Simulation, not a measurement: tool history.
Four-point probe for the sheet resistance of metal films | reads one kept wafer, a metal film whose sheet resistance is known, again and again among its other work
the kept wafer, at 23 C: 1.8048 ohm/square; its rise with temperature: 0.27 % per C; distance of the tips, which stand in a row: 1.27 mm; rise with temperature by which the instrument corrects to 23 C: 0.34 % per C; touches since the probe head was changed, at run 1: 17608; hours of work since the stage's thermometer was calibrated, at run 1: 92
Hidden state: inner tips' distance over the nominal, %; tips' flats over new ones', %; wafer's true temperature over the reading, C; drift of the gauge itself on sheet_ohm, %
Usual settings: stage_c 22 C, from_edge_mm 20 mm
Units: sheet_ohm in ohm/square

run   hour  stage_c  from_edge_mm  touches since the probe head was changed  hours of work since the stage's thermometer was calibrated  sheet_ohm
  1      0       22            20                                     17608                                                          92   1.804687
  2   17.4       22            20                                     18178                                                         100   1.805034
  3   34.8       22            20                                     18746                                                         108   1.804326
  4   43.9       22            20                                     19042                                                         112   1.804739
  5   60.7       22            20                                     19594                                                         120   1.804673
  6   77.3       18            20                                     20135                                                         127   1.809651
  7   90.9       22            20                                     20582                                                         134   1.804138
  8   99.7       22            20                                     20867                                                         138   1.803976
  9  108.2       22             7                                     21145                                                         141   1.831641
 10  116.7       23            20                                     21423                                                         145   1.803635
 11  125.1       23            20                                     21698                                                         149   1.802919
 12    137       23            20                                     22088                                                         155   1.802851
 13  145.7       23            20                                     22372                                                         159   1.803259
 14  157.6       23            20                                     22761                                                         164    1.80312
 15  171.6       23            20                                     23219                                                         170   1.803165
 16  189.2       32            50                                     23796                                                         179   1.788365
 17  201.8       32            50                                     24206                                                         184   1.788205
 18  215.9       28             5                                     24667                                                         191   1.852074
 19  231.2       21            14                                     25167                                                         198   1.809624
 20    239       31            43                                     25422                                                         201   1.789618
 21  251.5       31            43                                     25831                                                         207   1.789507
 22  261.5       30            37                                     26159                                                         212   1.790807
 23  277.2       30            37                                     26671                                                         219   1.790907
 24  289.8       30            37                                     27085                                                         225   1.790887
 25  303.7       30            37                                     27539                                                         231   1.791354
 26  315.6       25             4                                     27929                                                         237   1.888175
 27  330.8       25             4                                     28424                                                         243   1.888542

Hidden state or all else? Some run-to-run changes of sheet_ohm, split into what the settings, what came in and random variation would give without the hidden state, and what is left for the hidden state (with any gauge scatter that isn't in both results):
Run 17 -> 18: stage_c 32 -> 28, from_edge_mm 50 -> 5. sheet_ohm +0.063869 ohm/square: hidden state -0.000247, all else +0.064116.
Run 25 -> 26: stage_c 30 -> 25, from_edge_mm 37 -> 4. sheet_ohm +0.096821 ohm/square: hidden state -0.000359, all else +0.09718.
